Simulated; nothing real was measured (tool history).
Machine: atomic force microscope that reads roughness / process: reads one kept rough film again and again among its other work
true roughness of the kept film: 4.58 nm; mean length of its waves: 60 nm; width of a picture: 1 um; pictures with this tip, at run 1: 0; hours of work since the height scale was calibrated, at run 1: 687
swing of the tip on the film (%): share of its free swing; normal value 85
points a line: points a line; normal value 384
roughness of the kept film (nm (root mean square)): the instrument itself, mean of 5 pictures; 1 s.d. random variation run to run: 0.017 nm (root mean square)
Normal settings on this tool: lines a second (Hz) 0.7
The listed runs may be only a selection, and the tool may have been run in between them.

run,hour,lines a second (Hz),swing of the tip on the film (%),points a line,pictures with this tip,hours of work since the height scale was calibrated,roughness of the kept film (nm (root mean square))
1,0,0.7,85,384,0,687,4.121
2,27,0.7,85,384,23,701,4.047
3,44,0.7,85,384,37,710,4.047
4,60.8,3.84,85,384,51,718,3.181
5,93.7,3.84,85,384,79,735,3.115
6,126.7,3.84,85,384,106,752,3.083
7,150.4,3.84,85,384,126,765,3.046
8,170.2,3.84,85,384,143,775,3.005
9,185.8,0.7,85,384,156,783,3.752
10,206.8,0.7,89,384,174,794,3.659
11,222.4,0.7,89,384,187,802,3.657
12,249.9,0.7,89,384,210,816,3.628
# hour 280.2: new tip fitted
13,280.7,0.7,89,384,1,832,4.073
14,298.2,0.7,89,384,15,841,4.039
15,313.7,0.7,81,384,29,849,4.085
16,336.8,0.7,81,384,48,861,4.04
17,360.7,0.7,81,384,68,873,3.982
18,374.6,0.7,81,712,80,880,3.985
19,390.4,0.7,81,712,93,889,3.923
20,408.2,0.7,81,712,108,898,3.922
21,439.4,0.7,81,712,134,914,3.852
22,472.4,0.7,81,712,162,931,3.785
23,494.2,0.7,81,410,181,942,3.718
24,513.4,0.7,81,410,197,952,3.705
25,535.8,1.149,85,384,216,964,3.522
26,554.9,0.7,58,384,232,974,3.769
# hour 560.3: new tip fitted
27,573.5,0.7,55,340,11,983,4.251
28,597.4,0.7,58,533,31,996,4.23
29,616,2.211,76,1020,47,1005,3.8
30,634,0.776,76,814,62,1015,4.03
31,656.4,0.776,76,814,81,1026,4.003
32,677,0.776,76,814,98,1037,3.967
33,704.3,0.7,74,662,121,1051,3.976
34,735.1,0.7,72,405,147,1067,3.909
35,760,0.7,72,405,168,1080,3.847
36,778.6,3.068,68,384,184,1089,3.569
37,802.7,0.533,75,513,204,1102,3.8
38,830,0.533,75,513,227,1116,3.773
# hour 840.1: new tip fitted
39,853.2,3.573,63,887,11,1128,3.977
40,867.5,0.543,63,627,23,1135,4.276
41,884.5,0.958,63,964,37,1144,4.199
42,907.3,0.617,73,964,57,1156,4.125
43,938.7,0.7,67,454,83,1172,4.108
44,959.7,2.899,68,384,101,1183,3.76
45,977.9,0.7,62,384,116,1192,4.026
46,1001.4,0.7,62,480,136,1204,4.021
47,1023.1,1.494,85,333,154,1216,3.574
48,1053.1,1.051,85,384,179,1231,3.642
49,1082.4,1.051,85,384,204,1246,3.612
50,1115.9,0.7,58,582,232,1264,3.807
# hour 1119.5: new tip fitted
51,1137.6,0.7,58,594,15,1275,4.263
52,1155.1,3.18,74,288,30,1284,3.721

Below are 5 alternative next runs, each starting from the tool's condition after run 52. Predict each:
A,1183.4,3.18,75,288,54,1298,?
B,1183.4,1.445,74,740,54,1298,?
C,1183.4,0.904,88,276,54,1298,?
D,1183.4,3.18,74,433,54,1298,?
E,1183.4,1.228,68,675,54,1298,?

run,roughness of the kept film (nm (root mean square))
A,3.646
B,3.984
C,3.9
D,3.677
E,4.068
The same runs, with their run-to-run variation unchanged, on a tool lacking any hidden condition would have given:
run,roughness of the kept film (nm (root mean square))
A,3.735
B,4.081
C,3.995
D,3.766
E,4.168

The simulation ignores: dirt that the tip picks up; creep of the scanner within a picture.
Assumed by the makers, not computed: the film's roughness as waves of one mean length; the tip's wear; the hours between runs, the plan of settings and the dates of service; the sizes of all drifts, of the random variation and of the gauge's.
